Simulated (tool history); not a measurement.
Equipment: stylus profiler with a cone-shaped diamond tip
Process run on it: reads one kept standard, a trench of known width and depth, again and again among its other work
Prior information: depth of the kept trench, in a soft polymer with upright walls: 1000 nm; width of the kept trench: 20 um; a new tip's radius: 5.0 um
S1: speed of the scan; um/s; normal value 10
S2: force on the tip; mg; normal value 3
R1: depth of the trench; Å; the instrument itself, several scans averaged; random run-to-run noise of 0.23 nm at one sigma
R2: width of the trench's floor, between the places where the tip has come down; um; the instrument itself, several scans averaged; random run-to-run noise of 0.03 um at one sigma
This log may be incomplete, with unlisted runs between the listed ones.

Run 1, hour 0: usual settings. Result: R1 10147.5 Å, R2 13.22 um.
Run 2, hour 19: usual settings. Result: R1 10149.6 Å, R2 13.21 um.
Run 3, hour 46: usual settings. Result: R1 10143.3 Å, R2 13.17 um.
Run 4, hour 64.2: usual settings but S1 23 um/s. Result: R1 10147.2 Å, R2 13.14 um.
Run 5, hour 90.9: usual settings but S1 23 um/s. Result: R1 10145.2 Å, R2 13.19 um.
Run 6, hour 105: usual settings. Result: R1 10145.3 Å, R2 13.11 um.
Run 7, hour 123: usual settings. Result: R1 10144.9 Å, R2 13.16 um.
Run 8, hour 139.5: usual settings. Result: R1 10142.9 Å, R2 13.16 um.
Run 9, hour 166.5: usual settings. Result: R1 10142.6 Å, R2 13.12 um.
Run 10, hour 195.6: usual settings. Result: R1 10143 Å, R2 13.08 um.
Run 11, hour 220.3: usual settings. Result: R1 10137.3 Å, R2 13.05 um.
Run 12, hour 243.7: usual settings. Result: R1 10142 Å, R2 13.06 um.
Run 13, hour 269.7: usual settings. Result: R1 10140.8 Å, R2 13.05 um.
Run 14, hour 290.1: usual settings. Result: R1 10140.1 Å, R2 13.06 um.
Run 15, hour 316.2: usual settings. Result: R1 10140.8 Å, R2 13.02 um.
Run 16, hour 331: usual settings but S2 2.28 mg. Result: R1 10116.5 Å, R2 12.99 um.
Run 17, hour 344.7: usual settings. Result: R1 10140.9 Å, R2 13.04 um.
Run 18, hour 369.9: usual settings. Result: R1 10142.3 Å, R2 12.95 um.
Run 19, hour 400: usual settings but S2 4.77 mg. Result: R1 10199 Å, R2 13.01 um.
Run 20, hour 417.1: usual settings but S2 5.82 mg. Result: R1 10225.8 Å, R2 12.89 um.
Run 21, hour 445.7: usual settings but S1 4 um/s, S2 5.82 mg. Result: R1 10229.1 Å, R2 12.97 um.
Run 22, hour 470.7: usual settings but S1 4 um/s, S2 7.55 mg. Result: R1 10272.2 Å, R2 12.91 um.
Run 23, hour 485.1: usual settings but S2 6.98 mg. Result: R1 10259.8 Å, R2 12.93 um.
Run 24, hour 500.3: usual settings but S1 26 um/s, S2 3.02 mg. Result: R1 10140 Å, R2 12.82 um.
Run 25, hour 515.6: usual settings but S1 6 um/s, S2 4.41 mg. Result: R1 10185.3 Å, R2 12.93 um.
Run 26, hour 529.1: usual settings but S1 7 um/s, S2 3.15 mg. Result: R1 10145.4 Å, R2 12.86 um.
Run 27, hour 550.4: usual settings but S1 7 um/s, S2 3.15 mg. Result: R1 10144 Å, R2 12.89 um.
Run 28, hour 579.5: usual settings but S1 7 um/s, S2 3.15 mg. Result: R1 10139.6 Å, R2 12.9 um.
Run 29, hour 595.1: usual settings but S1 7 um/s, S2 3.15 mg. Result: R1 10145.1 Å, R2 12.81 um.
Run 30, hour 622.5: usual settings but S1 7 um/s, S2 1.3 mg. Result: R1 10066.8 Å, R2 12.83 um.
Run 31, hour 637.4: usual settings but S1 7 um/s, S2 1.3 mg. Result: R1 10065.7 Å, R2 12.78 um.
Run 32, hour 659.9: usual settings but S1 7 um/s, S2 1.3 mg. Result: R1 10065.7 Å, R2 12.78 um.
Run 33, hour 672.8: usual settings but S1 6 um/s, S2 3.12 mg. Result: R1 10139.4 Å, R2 12.79 um.
Run 34, hour 701.5: usual settings but S1 6 um/s, S2 3.55 mg. Result: R1 10155.5 Å, R2 12.82 um.
Run 35, hour 718.1: usual settings but S1 12 um/s, S2 3.55 mg. Result: R1 10158.5 Å, R2 12.83 um.
Run 36, hour 733.2: usual settings but S2 1.16 mg. Result: R1 10054.5 Å, R2 12.8 um.
Run 37, hour 761.4: usual settings but S1 30 um/s, S2 4.99 mg. Result: R1 10203.4 Å, R2 12.75 um.
Run 38, hour 791.7: usual settings but S1 30 um/s, S2 4.99 mg. Result: R1 10197.2 Å, R2 12.71 um.
Run 39, hour 818.1: usual settings but S1 25 um/s, S2 6.97 mg. Result: R1 10251.6 Å, R2 12.79 um.
Run 40, hour 838: usual settings but S2 2.78 mg. Result: R1 10123.1 Å, R2 12.75 um.
Run 41, hour 867: usual settings but S1 8 um/s, S2 2.16 mg. Result: R1 10102.7 Å, R2 12.69 um.
Run 42, hour 894.8: usual settings but S1 8 um/s, S2 2.16 mg. Result: R1 10102.9 Å, R2 12.68 um.
Run 43, hour 907.8: usual settings but S1 5 um/s, S2 3.12 mg. Result: R1 10136.5 Å, R2 12.68 um.
Run 44, hour 927.9: usual settings but S1 3 um/s, S2 4.29 mg. Result: R1 10173 Å, R2 12.64 um.
Run 45, hour 947.8: usual settings but S1 3 um/s, S2 4.29 mg. Result: R1 10173.6 Å, R2 12.71 um.
Run 46, hour 971.4: usual settings but S1 4 um/s, S2 6.57 mg. Result: R1 10241.4 Å, R2 12.64 um.

Below are 5 alternative next runs, each starting from the tool's condition after run 46. Predict each:
Run A, hour 993.9: usual settings but S1 3 um/s, S2 3.02 mg. Result: R1 ?, R2 ?.
Run B, hour 993.9: usual settings but S1 2 um/s, S2 2.96 mg. Result: R1 ?, R2 ?.
Run C, hour 993.9: usual settings but S1 40 um/s, S2 8.86 mg. Result: R1 ?, R2 ?.
Run D, hour 993.9: usual settings but S1 3 um/s, S2 6.57 mg. Result: R1 ?, R2 ?.
Run E, hour 993.9: usual settings but S1 5 um/s, S2 2.5 mg. Result: R1 ?, R2 ?.

run       R1     R2
  A  10131.1  12.66
  B  10133.3  12.68
  C  10301.1  12.59
  D  10245.3  12.67
  E  10115.5  12.64
What these runs would have given with no unlogged condition in the tool:
run       R1     R2
  A  10160.4  14.01
  B  10162.7  14.03
  C    10331  13.94
  D    10275  14.02
  E  10144.8  13.99
